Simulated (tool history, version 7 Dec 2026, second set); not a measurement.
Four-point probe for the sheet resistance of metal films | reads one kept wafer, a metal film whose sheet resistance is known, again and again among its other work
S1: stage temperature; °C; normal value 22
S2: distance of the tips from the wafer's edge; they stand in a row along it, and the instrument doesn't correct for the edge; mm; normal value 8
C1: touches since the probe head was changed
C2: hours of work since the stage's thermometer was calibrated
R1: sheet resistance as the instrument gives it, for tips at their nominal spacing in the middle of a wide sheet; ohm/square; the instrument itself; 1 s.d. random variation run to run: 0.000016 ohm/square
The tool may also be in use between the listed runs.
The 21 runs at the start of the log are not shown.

run,hour,S1,S2,C1,C2,R1
# hour 1255.6: new probe head fitted
22,1310.8,30,7,3032,690,0.079473
23,1353,30,7,5351,717,0.079485
24,1423.1,24,3,9205,760,0.082906
25,1463.7,20,4,11439,786,0.080994
26,1540.8,34,20,15677,834,0.078656
27,1592.8,27,20,18536,866,0.078522
28,1642.2,21,8,21251,897,0.079011
29,1689.3,21,8,23839,926,0.078981
30,1745.5,19,34,26927,961,0.078309
31,1829.1,22,34,31523,1013,0.078279
32,1895,22,34,35146,1054,0.078237
33,1977.6,30,33,39689,1106,0.078301
34,2021.8,21,69,42116,1133,0.078148
35,2092,32,72,45976,1177,0.078213
36,2162.1,34,74,49830,1221,0.078181
37,2217.1,23,72,52854,1255,0.078028
38,2299.6,28,3,57390,1306,0.082411
39,2335.3,28,3,59348,1329,0.082416
40,2416.5,22,12,63814,1379,0.078174
41,2456.6,33,5,66017,1404,0.079644
42,2508.7,22,9,68884,1437,0.078363

Branching from run 42: 4 alternative next runs. What would each branch give?
A,2585.9,34,27,73128,1485,?
B,2585.9,23,71,73128,1485,?
C,2585.9,31,4,73128,1485,?
D,2585.9,22,37,73128,1485,?

run,R1
A,0.077993
B,0.077797
C,0.080407
D,0.077794
What these runs would have given with no unlogged condition in the tool:
run,R1
A,0.07829
B,0.078096
C,0.080713
D,0.078094

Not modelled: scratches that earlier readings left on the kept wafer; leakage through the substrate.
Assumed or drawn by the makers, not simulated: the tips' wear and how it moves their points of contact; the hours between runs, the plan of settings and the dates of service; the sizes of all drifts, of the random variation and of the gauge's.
